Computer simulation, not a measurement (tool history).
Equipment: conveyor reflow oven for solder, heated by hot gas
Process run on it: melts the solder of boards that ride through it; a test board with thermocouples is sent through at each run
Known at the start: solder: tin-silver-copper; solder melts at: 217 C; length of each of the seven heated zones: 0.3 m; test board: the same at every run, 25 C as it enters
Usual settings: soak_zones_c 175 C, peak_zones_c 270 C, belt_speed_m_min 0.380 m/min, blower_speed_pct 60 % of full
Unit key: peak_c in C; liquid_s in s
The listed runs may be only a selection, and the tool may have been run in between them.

run 1 hour=0.0 | soak_zones_c=175 peak_zones_c=270 belt_speed_m_min=0.380 blower_speed_pct=60 | peak_c=255.45 liquid_s=74.3
run 2 hour=13.2 | soak_zones_c=175 peak_zones_c=270 belt_speed_m_min=0.312 blower_speed_pct=60 | peak_c=260.57 liquid_s=97.2
run 3 hour=24.9 | soak_zones_c=175 peak_zones_c=270 belt_speed_m_min=0.312 blower_speed_pct=60 | peak_c=260.55 liquid_s=97.2
run 4 hour=34.4 | soak_zones_c=175 peak_zones_c=270 belt_speed_m_min=0.312 blower_speed_pct=60 | peak_c=260.53 liquid_s=97.2
run 5 hour=45.1 | soak_zones_c=175 peak_zones_c=270 belt_speed_m_min=0.353 blower_speed_pct=60 | peak_c=257.44 liquid_s=82.5
run 6 hour=53.0 | soak_zones_c=175 peak_zones_c=270 belt_speed_m_min=0.353 blower_speed_pct=60 | peak_c=257.45 liquid_s=82.3
run 7 hour=60.6 | soak_zones_c=175 peak_zones_c=270 belt_speed_m_min=0.380 blower_speed_pct=60 | peak_c=255.34 liquid_s=74.4
run 8 hour=70.0 | soak_zones_c=175 peak_zones_c=270 belt_speed_m_min=0.380 blower_speed_pct=51 | peak_c=252.49 liquid_s=70.9
run 9 hour=85.2 | soak_zones_c=161 peak_zones_c=270 belt_speed_m_min=0.380 blower_speed_pct=60 | peak_c=253.07 liquid_s=66.5
run 10 hour=96.6 | soak_zones_c=175 peak_zones_c=270 belt_speed_m_min=0.380 blower_speed_pct=60 | peak_c=255.31 liquid_s=74.4
run 11 hour=106.1 | soak_zones_c=175 peak_zones_c=273 belt_speed_m_min=0.380 blower_speed_pct=60 | peak_c=258.01 liquid_s=76.4
run 12 hour=119.9 | soak_zones_c=168 peak_zones_c=273 belt_speed_m_min=0.380 blower_speed_pct=60 | peak_c=256.89 liquid_s=72.6
run 13 hour=129.4 | soak_zones_c=168 peak_zones_c=273 belt_speed_m_min=0.380 blower_speed_pct=60 | peak_c=257.01 liquid_s=72.7
run 14 hour=139.9 | soak_zones_c=161 peak_zones_c=270 belt_speed_m_min=0.380 blower_speed_pct=60 | peak_c=253.06 liquid_s=66.7
run 15 hour=150.2 | soak_zones_c=171 peak_zones_c=270 belt_speed_m_min=0.320 blower_speed_pct=60 | peak_c=259.49 liquid_s=92.1
run 16 hour=165.1 | soak_zones_c=171 peak_zones_c=270 belt_speed_m_min=0.320 blower_speed_pct=73 | peak_c=262.18 liquid_s=94.9
run 17 hour=178.6 | soak_zones_c=187 peak_zones_c=270 belt_speed_m_min=0.311 blower_speed_pct=73 | peak_c=263.97 liquid_s=106.5
run 18 hour=194.9 | soak_zones_c=187 peak_zones_c=270 belt_speed_m_min=0.311 blower_speed_pct=73 | peak_c=263.95 liquid_s=106.4
run 19 hour=210.8 | soak_zones_c=175 peak_zones_c=267 belt_speed_m_min=0.352 blower_speed_pct=60 | peak_c=254.78 liquid_s=80.6
run 20 hour=222.6 | soak_zones_c=175 peak_zones_c=267 belt_speed_m_min=0.352 blower_speed_pct=60 | peak_c=254.72 liquid_s=80.8
run 21 hour=239.2 | soak_zones_c=175 peak_zones_c=267 belt_speed_m_min=0.352 blower_speed_pct=60 | peak_c=254.82 liquid_s=80.7
run 22 hour=252.5 | soak_zones_c=173 peak_zones_c=270 belt_speed_m_min=0.380 blower_speed_pct=60 | peak_c=255.00 liquid_s=73.2
run 23 hour=262.1 | soak_zones_c=173 peak_zones_c=270 belt_speed_m_min=0.380 blower_speed_pct=60 | peak_c=255.02 liquid_s=73.3
run 24 hour=278.4 | soak_zones_c=173 peak_zones_c=270 belt_speed_m_min=0.380 blower_speed_pct=60 | peak_c=255.07 liquid_s=73.2
run 25 hour=290.9 | soak_zones_c=171 peak_zones_c=269 belt_speed_m_min=0.380 blower_speed_pct=60 | peak_c=253.92 liquid_s=71.5
run 26 hour=305.2 | soak_zones_c=171 peak_zones_c=269 belt_speed_m_min=0.380 blower_speed_pct=60 | peak_c=253.82 liquid_s=71.4
run 27 hour=316.6 | soak_zones_c=165 peak_zones_c=263 belt_speed_m_min=0.362 blower_speed_pct=86 | peak_c=254.50 liquid_s=76.1
run 28 hour=330.9 | soak_zones_c=189 peak_zones_c=269 belt_speed_m_min=0.367 blower_speed_pct=60 | peak_c=257.57 liquid_s=86.0

Consider 4 possible next runs. They are alternatives, not a sequence: every one starts from the tool as it was left by run 28. What does each give?
run A hour=346.5 | soak_zones_c=175 peak_zones_c=270 belt_speed_m_min=0.380 blower_speed_pct=63 | peak_c=? liquid_s=?
run B hour=346.5 | soak_zones_c=189 peak_zones_c=279 belt_speed_m_min=0.362 blower_speed_pct=51 | peak_c=? liquid_s=?
run C hour=346.5 | soak_zones_c=189 peak_zones_c=269 belt_speed_m_min=0.317 blower_speed_pct=60 | peak_c=? liquid_s=?
run D hour=346.5 | soak_zones_c=188 peak_zones_c=270 belt_speed_m_min=0.416 blower_speed_pct=88 | peak_c=? liquid_s=?

run=A peak_c=256.24 liquid_s=75.3
run=B peak_c=264.35 liquid_s=91.6
run=C peak_c=260.77 liquid_s=103.2
run=D peak_c=260.63 liquid_s=77.8
Without the tool's unlogged condition, the same runs would have read:
run=A peak_c=256.25 liquid_s=75.3
run=B peak_c=264.34 liquid_s=91.6
run=C peak_c=260.75 liquid_s=103.2
run=D peak_c=260.63 liquid_s=77.8
